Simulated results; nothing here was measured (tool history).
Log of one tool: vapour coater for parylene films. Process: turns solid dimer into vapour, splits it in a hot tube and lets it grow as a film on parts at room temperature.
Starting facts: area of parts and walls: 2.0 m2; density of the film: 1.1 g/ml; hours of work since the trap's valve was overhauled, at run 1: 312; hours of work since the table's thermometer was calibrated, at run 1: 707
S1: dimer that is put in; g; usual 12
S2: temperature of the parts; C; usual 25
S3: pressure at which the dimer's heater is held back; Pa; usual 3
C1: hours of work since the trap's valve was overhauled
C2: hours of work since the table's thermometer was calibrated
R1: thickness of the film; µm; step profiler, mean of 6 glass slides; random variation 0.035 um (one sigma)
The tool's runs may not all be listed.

run,hour,S1,S2,S3,C1,C2,R1
1,0,12,25,3,312,707,3.46
2,43.6,12,25,3,345,740,3.42
3,77.9,12,25,3,371,766,3.43
4,107,12,25,3,394,788,3.41
5,136.3,14,25,3,416,810,3.97
6,170.6,12,25,2.48,442,836,3.56
7,206.2,9,25,3,469,864,2.51
8,260.9,7,25,3,511,905,1.94
9,313.9,12,17,3,551,945,3.89
10,369,6,17,3,593,987,2
# hour 400.1: trap's valve overhauled
11,402.9,12,19,3,2,1010,3.65
12,436.6,12,25,3,28,1036,3.24
13,488.6,12,25,3,67,1075,3.23
14,515.6,12,25,3,88,1096,3.26
15,548.7,12,25,3,113,1121,3.16
16,597.9,12,25,3,150,1158,3.15
17,634.2,12,25,3.32,178,1186,3.14
# hour 686.4: trap's valve overhauled, once more
18,687.8,12,25,3.32,1,1223,3.42
19,730.8,12,27,3,34,1256,3.33
20,765.6,12,25,3,60,1283,3.53
21,812.4,12,25,3,96,1318,3.5
22,844.5,12,27,2.68,120,1342,3.46
23,878.8,9,35,3,146,1369,2.15
24,912.9,9,35,3,172,1394,2.15
25,970.2,16,25,3,216,1438,4.66
26,995.8,12,32,11.37,235,1457,2.27
27,1031.9,7,20,3.73,263,1485,2.08
28,1057.1,14,17,6.7,282,1504,3.99
29,1087.9,14,17,6.7,305,1527,3.95
30,1113.3,17,17,9.46,324,1547,4.49
31,1147.7,12,19,3,351,1573,3.83
32,1196.5,12,28,6.15,388,1610,2.76
33,1240.6,16,35,6.15,421,1643,3.16
34,1284.2,16,35,6.15,454,1677,3.2
35,1329.9,16,25,11.37,489,1711,3.43
36,1365.2,16,25,2.29,516,1738,4.77
37,1403.4,11,26,3,545,1767,2.96
38,1446.4,17,18,3.54,577,1800,5.26
# hour 1498.6: trap's valve overhauled
39,1499.3,17,18,3.54,1,1837,5.54
40,1538.6,17,18,3.54,30,1867,5.43
41,1595.9,6,19,3,74,1910,1.97
42,1650.6,8,33,3,116,1952,2.02

Hidden state at the last listed run before each entry between runs and at the first one after, where it differs:
Run 10 -> run 11: trap's valve overhauled (hour 400.1)
  vapour lost through the trap's worn valve, %: 5.3 -> 8.2; true temperature of the parts over the reading, C: 0.3 -> 0.31
  measured less the result without the state, R1: -0.12 -> -0.35 µm
Run 17 -> run 18: trap's valve overhauled, once more (hour 686.4)
  vapour lost through the trap's worn valve, %: 9.7 -> 0.2; true temperature of the parts over the reading, C: 0.36 -> 0.37
  measured less the result without the state, R1: -0.36 -> -0.03 µm
Run 38 -> run 39: trap's valve overhauled (hour 1498.6)
  vapour lost through the trap's worn valve, %: 5.2 -> 0.2; true temperature of the parts over the reading, C: 0.56 -> 0.57
  measured less the result without the state, R1: -0.35 -> -0.07 µm

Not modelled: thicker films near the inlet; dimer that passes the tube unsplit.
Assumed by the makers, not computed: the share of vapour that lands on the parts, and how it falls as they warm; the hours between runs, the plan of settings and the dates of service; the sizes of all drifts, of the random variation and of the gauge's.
